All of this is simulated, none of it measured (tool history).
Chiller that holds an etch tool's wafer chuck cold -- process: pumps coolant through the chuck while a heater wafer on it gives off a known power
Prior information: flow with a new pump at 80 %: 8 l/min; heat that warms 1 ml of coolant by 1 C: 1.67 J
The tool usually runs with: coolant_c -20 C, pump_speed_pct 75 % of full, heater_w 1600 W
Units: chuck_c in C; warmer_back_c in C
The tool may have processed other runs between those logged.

{"run": 1, "hour": 0.0, "coolant_c": -20, "pump_speed_pct": 75, "heater_w": 1600, "chuck_c": -3.6, "warmer_back_c": 8.18}
{"run": 2, "hour": 131.4, "coolant_c": -20, "pump_speed_pct": 75, "heater_w": 1706, "chuck_c": -2.6, "warmer_back_c": 8.67}
{"run": 3, "hour": 279.3, "coolant_c": -20, "pump_speed_pct": 75, "heater_w": 1783, "chuck_c": -1.9, "warmer_back_c": 9.15}
{"run": 4, "hour": 430.9, "coolant_c": -20, "pump_speed_pct": 75, "heater_w": 1684, "chuck_c": -2.7, "warmer_back_c": 8.67}
{"run": 5, "hour": 622.0, "coolant_c": -20, "pump_speed_pct": 75, "heater_w": 1684, "chuck_c": -2.7, "warmer_back_c": 8.64}
{"run": 6, "hour": 731.5, "coolant_c": -20, "pump_speed_pct": 75, "heater_w": 1684, "chuck_c": -2.4, "warmer_back_c": 8.6}
{"run": 7, "hour": 856.1, "coolant_c": -20, "pump_speed_pct": 75, "heater_w": 1684, "chuck_c": -2.4, "warmer_back_c": 8.69}
{"run": 8, "hour": 1000.9, "coolant_c": -20, "pump_speed_pct": 75, "heater_w": 1684, "chuck_c": -2.4, "warmer_back_c": 8.7}
{"run": 9, "hour": 1189.3, "coolant_c": -20, "pump_speed_pct": 75, "heater_w": 1684, "chuck_c": -2.2, "warmer_back_c": 8.69}
{"run": 10, "hour": 1353.2, "coolant_c": -20, "pump_speed_pct": 75, "heater_w": 1684, "chuck_c": -2.3, "warmer_back_c": 8.7}
{"run": 11, "hour": 1440.1, "coolant_c": -20, "pump_speed_pct": 75, "heater_w": 1684, "chuck_c": -2.1, "warmer_back_c": 8.73}
{"run": 12, "hour": 1584.9, "coolant_c": -20, "pump_speed_pct": 75, "heater_w": 1684, "chuck_c": -2.3, "warmer_back_c": 8.72}
{"run": 13, "hour": 1727.7, "coolant_c": -20, "pump_speed_pct": 75, "heater_w": 1180, "chuck_c": -7.2, "warmer_back_c": 6.12}
{"run": 14, "hour": 1875.0, "coolant_c": -20, "pump_speed_pct": 75, "heater_w": 1600, "chuck_c": -2.7, "warmer_back_c": 8.37}
{"hour": 1892.4, "done": "chiller's thermometer calibrated"}
{"run": 15, "hour": 2068.0, "coolant_c": -20, "pump_speed_pct": 75, "heater_w": 1600, "chuck_c": -3, "warmer_back_c": 8.36}
{"run": 16, "hour": 2254.0, "coolant_c": -20, "pump_speed_pct": 75, "heater_w": 1600, "chuck_c": -2.9, "warmer_back_c": 8.44}
{"run": 17, "hour": 2336.7, "coolant_c": -20, "pump_speed_pct": 75, "heater_w": 1600, "chuck_c": -2.8, "warmer_back_c": 8.37}
{"run": 18, "hour": 2425.0, "coolant_c": -20, "pump_speed_pct": 75, "heater_w": 1600, "chuck_c": -2.7, "warmer_back_c": 8.43}
{"run": 19, "hour": 2519.9, "coolant_c": -20, "pump_speed_pct": 75, "heater_w": 1600, "chuck_c": -2.8, "warmer_back_c": 8.41}
{"run": 20, "hour": 2622.5, "coolant_c": -20, "pump_speed_pct": 75, "heater_w": 1600, "chuck_c": -2.6, "warmer_back_c": 8.42}
{"run": 21, "hour": 2726.9, "coolant_c": -24, "pump_speed_pct": 75, "heater_w": 1984, "chuck_c": -2.3, "warmer_back_c": 10.5}
{"run": 22, "hour": 2911.1, "coolant_c": -20, "pump_speed_pct": 86, "heater_w": 1600, "chuck_c": -4.1, "warmer_back_c": 7.45}
{"hour": 3008.8, "done": "coolant changed, channels flushed"}
{"run": 23, "hour": 3099.7, "coolant_c": -20, "pump_speed_pct": 86, "heater_w": 1600, "chuck_c": -6.4, "warmer_back_c": 7.42}
{"run": 24, "hour": 3277.2, "coolant_c": -20, "pump_speed_pct": 81, "heater_w": 2226, "chuck_c": -0.2, "warmer_back_c": 11.01}
{"run": 25, "hour": 3360.7, "coolant_c": -27, "pump_speed_pct": 96, "heater_w": 2147, "chuck_c": -10.1, "warmer_back_c": 9.04}
{"run": 26, "hour": 3471.6, "coolant_c": -27, "pump_speed_pct": 96, "heater_w": 2147, "chuck_c": -10.2, "warmer_back_c": 9.06}
{"run": 27, "hour": 3627.6, "coolant_c": -27, "pump_speed_pct": 96, "heater_w": 2147, "chuck_c": -10.2, "warmer_back_c": 9.07}
{"run": 28, "hour": 3715.5, "coolant_c": -17, "pump_speed_pct": 88, "heater_w": 1026, "chuck_c": -8.3, "warmer_back_c": 4.68}
{"run": 29, "hour": 3856.3, "coolant_c": -26, "pump_speed_pct": 77, "heater_w": 1240, "chuck_c": -14.3, "warmer_back_c": 6.48}
{"run": 30, "hour": 4040.5, "coolant_c": -26, "pump_speed_pct": 97, "heater_w": 1240, "chuck_c": -16, "warmer_back_c": 5.11}
{"run": 31, "hour": 4158.9, "coolant_c": -26, "pump_speed_pct": 97, "heater_w": 1240, "chuck_c": -16, "warmer_back_c": 5.19}

Same runs, no hidden state in the tool, same run-to-run variation:
Hidden conditions of the tool in this case: heat passed by the chuck's channels, % of clean ones'; flow at a given pump speed, % of a new pump's; coolant's true temperature over the reading, C; drift of the gauge itself on chuck_c, C; drift of the gauge itself on warmer_back_c, C.
run=1 chuck_c=-6.3 warmer_back_c=7.68
run=2 chuck_c=-5.5 warmer_back_c=8.13
run=3 chuck_c=-5 warmer_back_c=8.56
run=4 chuck_c=-5.8 warmer_back_c=8.11
run=5 chuck_c=-5.8 warmer_back_c=8.05
run=6 chuck_c=-5.6 warmer_back_c=8.01
run=7 chuck_c=-5.7 warmer_back_c=8.08
run=8 chuck_c=-5.7 warmer_back_c=8.08
run=9 chuck_c=-5.7 warmer_back_c=8.05
run=10 chuck_c=-5.8 warmer_back_c=8.03
run=11 chuck_c=-5.7 warmer_back_c=8.06
run=12 chuck_c=-6 warmer_back_c=8.03
run=13 chuck_c=-10 warmer_back_c=5.63
run=14 chuck_c=-6.4 warmer_back_c=7.68
run=15 chuck_c=-6.4 warmer_back_c=7.66
run=16 chuck_c=-6.3 warmer_back_c=7.71
run=17 chuck_c=-6.4 warmer_back_c=7.64
run=18 chuck_c=-6.3 warmer_back_c=7.68
run=19 chuck_c=-6.4 warmer_back_c=7.66
run=20 chuck_c=-6.3 warmer_back_c=7.66
run=21 chuck_c=-6.9 warmer_back_c=9.54
run=22 chuck_c=-7.6 warmer_back_c=6.76
run=23 chuck_c=-7.6 warmer_back_c=6.72
run=24 chuck_c=-2 warmer_back_c=9.93
run=25 chuck_c=-11.7 warmer_back_c=8.15
run=26 chuck_c=-11.8 warmer_back_c=8.16
run=27 chuck_c=-11.9 warmer_back_c=8.16
run=28 chuck_c=-9.3 warmer_back_c=4.2
run=29 chuck_c=-15.6 warmer_back_c=5.81
run=30 chuck_c=-17.2 warmer_back_c=4.56
run=31 chuck_c=-17.3 warmer_back_c=4.63
